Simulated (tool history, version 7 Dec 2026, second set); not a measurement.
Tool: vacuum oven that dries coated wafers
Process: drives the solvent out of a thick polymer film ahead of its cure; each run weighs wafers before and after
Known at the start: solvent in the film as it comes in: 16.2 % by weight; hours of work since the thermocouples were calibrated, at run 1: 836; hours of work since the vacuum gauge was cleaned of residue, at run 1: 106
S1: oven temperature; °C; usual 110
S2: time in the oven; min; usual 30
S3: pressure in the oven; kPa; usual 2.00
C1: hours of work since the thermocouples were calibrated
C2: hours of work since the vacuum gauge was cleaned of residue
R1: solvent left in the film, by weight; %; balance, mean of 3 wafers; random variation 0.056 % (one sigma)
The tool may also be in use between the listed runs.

{"run": 1, "hour": 0.0, "S1": 110, "S2": 30, "S3": 2.0, "C1": 836, "C2": 106, "R1": 2.28}
{"run": 2, "hour": 20.2, "S1": 110, "S2": 30, "S3": 2.0, "C1": 846, "C2": 117, "R1": 2.33}
{"run": 3, "hour": 45.8, "S1": 110, "S2": 30, "S3": 2.0, "C1": 859, "C2": 129, "R1": 2.27}
{"run": 4, "hour": 71.6, "S1": 110, "S2": 30, "S3": 3.07, "C1": 872, "C2": 142, "R1": 3.05}
{"run": 5, "hour": 114.5, "S1": 110, "S2": 30, "S3": 4.57, "C1": 894, "C2": 164, "R1": 4.07}
{"run": 6, "hour": 140.1, "S1": 110, "S2": 30, "S3": 4.57, "C1": 907, "C2": 177, "R1": 3.95}
{"run": 7, "hour": 178.8, "S1": 110, "S2": 30, "S3": 4.57, "C1": 926, "C2": 196, "R1": 4.09}
{"run": 8, "hour": 213.5, "S1": 120, "S2": 30, "S3": 2.0, "C1": 943, "C2": 214, "R1": 1.33}
{"run": 9, "hour": 249.4, "S1": 110, "S2": 30, "S3": 2.0, "C1": 962, "C2": 232, "R1": 2.42}
{"run": 10, "hour": 288.8, "S1": 110, "S2": 30, "S3": 2.0, "C1": 981, "C2": 252, "R1": 2.31}
{"run": 11, "hour": 328.8, "S1": 110, "S2": 30, "S3": 2.0, "C1": 1001, "C2": 272, "R1": 2.4}
{"run": 12, "hour": 355.1, "S1": 110, "S2": 29, "S3": 2.0, "C1": 1015, "C2": 285, "R1": 2.44}
{"run": 13, "hour": 393.4, "S1": 109, "S2": 29, "S3": 2.0, "C1": 1034, "C2": 304, "R1": 2.54}
{"run": 14, "hour": 412.5, "S1": 110, "S2": 41, "S3": 2.0, "C1": 1043, "C2": 314, "R1": 1.82}
{"run": 15, "hour": 439.9, "S1": 110, "S2": 41, "S3": 2.0, "C1": 1057, "C2": 327, "R1": 1.89}
{"run": 16, "hour": 483.9, "S1": 110, "S2": 41, "S3": 2.0, "C1": 1079, "C2": 350, "R1": 1.93}
{"run": 17, "hour": 512.6, "S1": 110, "S2": 41, "S3": 2.0, "C1": 1094, "C2": 364, "R1": 1.75}
{"run": 18, "hour": 530.9, "S1": 110, "S2": 17, "S3": 2.0, "C1": 1103, "C2": 373, "R1": 4.29}
{"run": 19, "hour": 560.2, "S1": 110, "S2": 17, "S3": 2.0, "C1": 1118, "C2": 388, "R1": 4.24}
{"run": 20, "hour": 579.0, "S1": 110, "S2": 30, "S3": 2.0, "C1": 1127, "C2": 397, "R1": 2.35}
{"run": 21, "hour": 606.2, "S1": 124, "S2": 54, "S3": 1.17, "C1": 1141, "C2": 411, "R1": 0.53}
{"run": 22, "hour": 644.5, "S1": 124, "S2": 19, "S3": 3.51, "C1": 1160, "C2": 430, "R1": 2.13}
{"run": 23, "hour": 688.9, "S1": 124, "S2": 19, "S3": 3.51, "C1": 1182, "C2": 452, "R1": 2.2}

Forecast run 24:
{"run": 24, "hour": 719.2, "S1": 102, "S2": 49, "S3": 2.0, "C1": 1198, "C2": 468, "R1": "?"}

R1: 2.60 %
Without the tool's hidden state the same run would have given R1 2.61 %.
